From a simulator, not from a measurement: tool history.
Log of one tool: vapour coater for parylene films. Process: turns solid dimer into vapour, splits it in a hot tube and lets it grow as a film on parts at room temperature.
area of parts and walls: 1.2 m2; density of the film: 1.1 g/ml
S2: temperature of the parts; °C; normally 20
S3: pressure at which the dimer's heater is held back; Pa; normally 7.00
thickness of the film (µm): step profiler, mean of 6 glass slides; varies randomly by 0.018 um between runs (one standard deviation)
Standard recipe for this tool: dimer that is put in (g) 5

run 1 hour=0.0 | dimer_that_is_put_in_(g)=5 S2=20 S3=7.00 | thickness_of_the_film_(µm)=1.56
run 2 hour=11.0 | dimer_that_is_put_in_(g)=5 S2=20 S3=7.00 | thickness_of_the_film_(µm)=1.56
run 3 hour=29.5 | dimer_that_is_put_in_(g)=5 S2=20 S3=7.00 | thickness_of_the_film_(µm)=1.55
run 4 hour=40.8 | dimer_that_is_put_in_(g)=5 S2=20 S3=7.00 | thickness_of_the_film_(µm)=1.51
run 5 hour=54.8 | dimer_that_is_put_in_(g)=5 S2=20 S3=7.00 | thickness_of_the_film_(µm)=1.52
run 6 hour=67.2 | dimer_that_is_put_in_(g)=5 S2=20 S3=4.01 | thickness_of_the_film_(µm)=1.67
run 7 hour=77.7 | dimer_that_is_put_in_(g)=5 S2=20 S3=7.00 | thickness_of_the_film_(µm)=1.50
run 8 hour=95.4 | dimer_that_is_put_in_(g)=4 S2=20 S3=7.00 | thickness_of_the_film_(µm)=1.17
run 9 hour=112.1 | dimer_that_is_put_in_(g)=4 S2=20 S3=7.00 | thickness_of_the_film_(µm)=1.20
run 10 hour=130.4 | dimer_that_is_put_in_(g)=4 S2=20 S3=7.00 | thickness_of_the_film_(µm)=1.21
run 11 hour=144.8 | dimer_that_is_put_in_(g)=4 S2=20 S3=7.00 | thickness_of_the_film_(µm)=1.20
run 12 hour=154.3 | dimer_that_is_put_in_(g)=4 S2=20 S3=7.00 | thickness_of_the_film_(µm)=1.19
run 13 hour=164.4 | dimer_that_is_put_in_(g)=4 S2=20 S3=7.00 | thickness_of_the_film_(µm)=1.21
run 14 hour=180.2 | dimer_that_is_put_in_(g)=4 S2=20 S3=7.00 | thickness_of_the_film_(µm)=1.16
run 15 hour=197.6 | dimer_that_is_put_in_(g)=4 S2=20 S3=7.26 | thickness_of_the_film_(µm)=1.16
-- hour=204.1 trap's valve overhauled
run 16 hour=210.1 | dimer_that_is_put_in_(g)=4 S2=20 S3=7.26 | thickness_of_the_film_(µm)=1.32
run 17 hour=224.7 | dimer_that_is_put_in_(g)=4 S2=20 S3=7.26 | thickness_of_the_film_(µm)=1.32
run 18 hour=234.2 | dimer_that_is_put_in_(g)=4 S2=20 S3=7.26 | thickness_of_the_film_(µm)=1.29
run 19 hour=246.6 | dimer_that_is_put_in_(g)=4 S2=25 S3=3.31 | thickness_of_the_film_(µm)=1.40
run 20 hour=264.5 | dimer_that_is_put_in_(g)=4 S2=20 S3=2.67 | thickness_of_the_film_(µm)=1.60
run 21 hour=282.6 | dimer_that_is_put_in_(g)=3 S2=20 S3=7.00 | thickness_of_the_film_(µm)=0.96
run 22 hour=298.7 | dimer_that_is_put_in_(g)=3 S2=20 S3=9.17 | thickness_of_the_film_(µm)=0.90
run 23 hour=316.0 | dimer_that_is_put_in_(g)=3 S2=14 S3=3.28 | thickness_of_the_film_(µm)=1.22
run 24 hour=331.4 | dimer_that_is_put_in_(g)=3 S2=14 S3=3.28 | thickness_of_the_film_(µm)=1.22
run 25 hour=339.9 | dimer_that_is_put_in_(g)=3 S2=14 S3=4.15 | thickness_of_the_film_(µm)=1.17
run 26 hour=353.5 | dimer_that_is_put_in_(g)=5 S2=20 S3=6.96 | thickness_of_the_film_(µm)=1.60
run 27 hour=362.4 | dimer_that_is_put_in_(g)=5 S2=20 S3=6.96 | thickness_of_the_film_(µm)=1.61
run 28 hour=376.5 | dimer_that_is_put_in_(g)=5 S2=20 S3=2.16 | thickness_of_the_film_(µm)=2.01
run 29 hour=395.3 | dimer_that_is_put_in_(g)=4 S2=20 S3=4.49 | thickness_of_the_film_(µm)=1.40
run 30 hour=410.4 | dimer_that_is_put_in_(g)=2 S2=21 S3=3.54 | thickness_of_the_film_(µm)=0.71
run 31 hour=421.2 | dimer_that_is_put_in_(g)=5 S2=28 S3=8.20 | thickness_of_the_film_(µm)=1.33
run 32 hour=436.8 | dimer_that_is_put_in_(g)=5 S2=20 S3=8.20 | thickness_of_the_film_(µm)=1.51
run 33 hour=444.9 | dimer_that_is_put_in_(g)=5 S2=22 S3=10.54 | thickness_of_the_film_(µm)=1.35
run 34 hour=462.4 | dimer_that_is_put_in_(g)=2 S2=20 S3=7.00 | thickness_of_the_film_(µm)=0.61
run 35 hour=477.8 | dimer_that_is_put_in_(g)=3 S2=12 S3=7.90 | thickness_of_the_film_(µm)=1.02
run 36 hour=487.6 | dimer_that_is_put_in_(g)=5 S2=20 S3=10.80 | thickness_of_the_film_(µm)=1.41

Measured less the same run without the tool's hidden state. The same run-to-run variation is in both; the gauge's scatter may not be:
Hidden state present: vapour lost through the trap's worn valve, %; true temperature of the parts over the reading, C; drift of the gauge itself on film_um, %.
run=1 thickness_of_the_film_(µm)=-0.10
run=2 thickness_of_the_film_(µm)=-0.11
run=3 thickness_of_the_film_(µm)=-0.11
run=4 thickness_of_the_film_(µm)=-0.12
run=5 thickness_of_the_film_(µm)=-0.12
run=6 thickness_of_the_film_(µm)=-0.14
run=7 thickness_of_the_film_(µm)=-0.13
run=8 thickness_of_the_film_(µm)=-0.11
run=9 thickness_of_the_film_(µm)=-0.11
run=10 thickness_of_the_film_(µm)=-0.12
run=11 thickness_of_the_film_(µm)=-0.12
run=12 thickness_of_the_film_(µm)=-0.13
run=13 thickness_of_the_film_(µm)=-0.14
run=14 thickness_of_the_film_(µm)=-0.14
run=15 thickness_of_the_film_(µm)=-0.14
run=16 thickness_of_the_film_(µm)=+0.00
run=17 thickness_of_the_film_(µm)=-0.01
run=18 thickness_of_the_film_(µm)=-0.01
run=19 thickness_of_the_film_(µm)=-0.02
run=20 thickness_of_the_film_(µm)=-0.02
run=21 thickness_of_the_film_(µm)=-0.02
run=22 thickness_of_the_film_(µm)=-0.02
run=23 thickness_of_the_film_(µm)=-0.03
run=24 thickness_of_the_film_(µm)=-0.04
run=25 thickness_of_the_film_(µm)=-0.04
run=26 thickness_of_the_film_(µm)=-0.05
run=27 thickness_of_the_film_(µm)=-0.06
run=28 thickness_of_the_film_(µm)=-0.08
run=29 thickness_of_the_film_(µm)=-0.06
run=30 thickness_of_the_film_(µm)=-0.03
run=31 thickness_of_the_film_(µm)=-0.07
run=32 thickness_of_the_film_(µm)=-0.08
run=33 thickness_of_the_film_(µm)=-0.08
run=34 thickness_of_the_film_(µm)=-0.04
run=35 thickness_of_the_film_(µm)=-0.07
run=36 thickness_of_the_film_(µm)=-0.09
